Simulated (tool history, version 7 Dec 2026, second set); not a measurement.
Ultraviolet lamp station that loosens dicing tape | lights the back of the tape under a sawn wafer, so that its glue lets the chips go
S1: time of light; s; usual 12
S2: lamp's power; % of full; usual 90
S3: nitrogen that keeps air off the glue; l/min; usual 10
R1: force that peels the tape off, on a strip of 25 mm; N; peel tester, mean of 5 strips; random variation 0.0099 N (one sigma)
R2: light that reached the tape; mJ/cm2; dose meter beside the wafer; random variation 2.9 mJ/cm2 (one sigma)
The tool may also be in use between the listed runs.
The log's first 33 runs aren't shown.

run	hour	S1	S2	S3	R1	R2
34	268	14	75	10	0.435	407
35	273.6	7	75	20	1.132	205
36	284.3	7	75	20	1.116	205
37	290.2	7	75	20	1.121	202
38	301.9	7	75	20	1.131	202
39	311.5	7	75	20	1.122	203
40	317.9	7	75	20	1.104	205
41	323.6	9	79	5	1.094	278
42	331.1	20	76	6	0.288	591
43	340.7	20	76	6	0.294	586

4 ways to go on from here, each from the tool as it stands after run 43. What would each give?
A	352	19	64	11	?	?
B	352	10	74	7	?	?
C	352	12	66	4	?	?
D	352	10	68	6	?	?

run	R1	R2
A	0.334	476
B	0.906	283
C	0.998	305
D	1.002	262
Without the tool's hidden state the same runs would have given:
run	R1	R2
A	0.332	479
B	0.901	284
C	0.992	307
D	0.996	263

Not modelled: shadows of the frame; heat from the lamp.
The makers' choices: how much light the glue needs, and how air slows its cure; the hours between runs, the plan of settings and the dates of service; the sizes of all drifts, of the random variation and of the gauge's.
